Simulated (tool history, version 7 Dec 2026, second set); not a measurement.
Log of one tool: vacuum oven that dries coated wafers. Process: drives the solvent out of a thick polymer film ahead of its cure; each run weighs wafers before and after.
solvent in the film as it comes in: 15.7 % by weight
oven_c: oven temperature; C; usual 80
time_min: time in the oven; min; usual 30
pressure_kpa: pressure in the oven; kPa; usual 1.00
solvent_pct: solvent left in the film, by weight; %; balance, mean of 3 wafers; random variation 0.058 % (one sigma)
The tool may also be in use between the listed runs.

run    day  oven_c  time_min  pressure_kpa  solvent_pct
  1  0.000      80        30          1.00         3.02
  2  0.254      80        41          1.00         1.97
  3  0.754      80        30          2.08         3.93
  4  0.992      80        30          2.08         3.83
  5  1.454      80        30          2.08         3.95
  6  1.912      80        30          0.52         2.61
  7  2.204      80        30          0.52         2.50
  8  2.612      80        30          1.00         2.91
  9  3.171      80        30          1.00         2.98
 10  3.579      80        30          1.00         3.11
 11  4.083      80        30          1.04         3.02
 12  4.638      80        30          1.00         2.95
 13  5.000      80        30          1.06         3.04
 14  5.258      80        30          1.06         3.01
 15  5.746      80        30          1.06         2.99
 16  6.283      80        30          1.06         2.96

Run 17 comes next. What will it give?
 17  6.533      80        30          1.06            ?

solvent_pct: 3.09 %
Without the tool's hidden state the same run would have given solvent_pct 3.12 %.
